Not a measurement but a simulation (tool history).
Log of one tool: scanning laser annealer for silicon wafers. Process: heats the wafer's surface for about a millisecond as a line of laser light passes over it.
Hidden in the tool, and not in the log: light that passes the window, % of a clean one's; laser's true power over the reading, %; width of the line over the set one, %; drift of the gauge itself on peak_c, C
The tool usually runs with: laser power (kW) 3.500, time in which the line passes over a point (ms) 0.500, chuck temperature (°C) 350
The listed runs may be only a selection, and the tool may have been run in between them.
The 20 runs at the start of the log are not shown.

run	hour	laser power (kW)	time in which the line passes over a point (ms)	chuck temperature (°C)	hours of work since the window was cleaned	hours of work since the power meter was calibrated	hours of work since the optics were aligned	highest temperature of the surface (°C)
21	965.7	3.346	0.351	331	250	1643	972	956
22	1016.3	3.346	0.351	331	279	1672	1001	957
23	1052.9	3.324	0.353	344	301	1693	1022	968
24	1089.8	3.500	0.500	381	322	1715	1044	1175
25	1137.5	3.500	0.500	381	350	1743	1071	1172
# hour 1149.8: window over the wafer cleaned
26	1186.0	3.227	0.385	351	21	1770	1099	984
27	1222.5	3.227	0.385	351	42	1791	1120	983
28	1262.8	3.848	0.474	332	66	1814	1143	1181
29	1302.9	3.500	0.543	390	89	1838	1166	1217
30	1356.6	3.500	0.543	390	120	1869	1198	1219
31	1407.9	3.623	0.500	350	150	1899	1228	1170
32	1439.2	3.623	0.500	350	168	1917	1246	1168
33	1507.5	3.623	0.500	381	208	1957	1285	1203
34	1553.7	3.281	0.561	350	235	1984	1312	1137

Predict the results of run 35:
35	1615.6	3.563	0.375	323	271	2020	1348	?

highest temperature of the surface (°C): 1015
With no hidden state in the tool, this same run would have given highest temperature of the surface (°C) 1016.
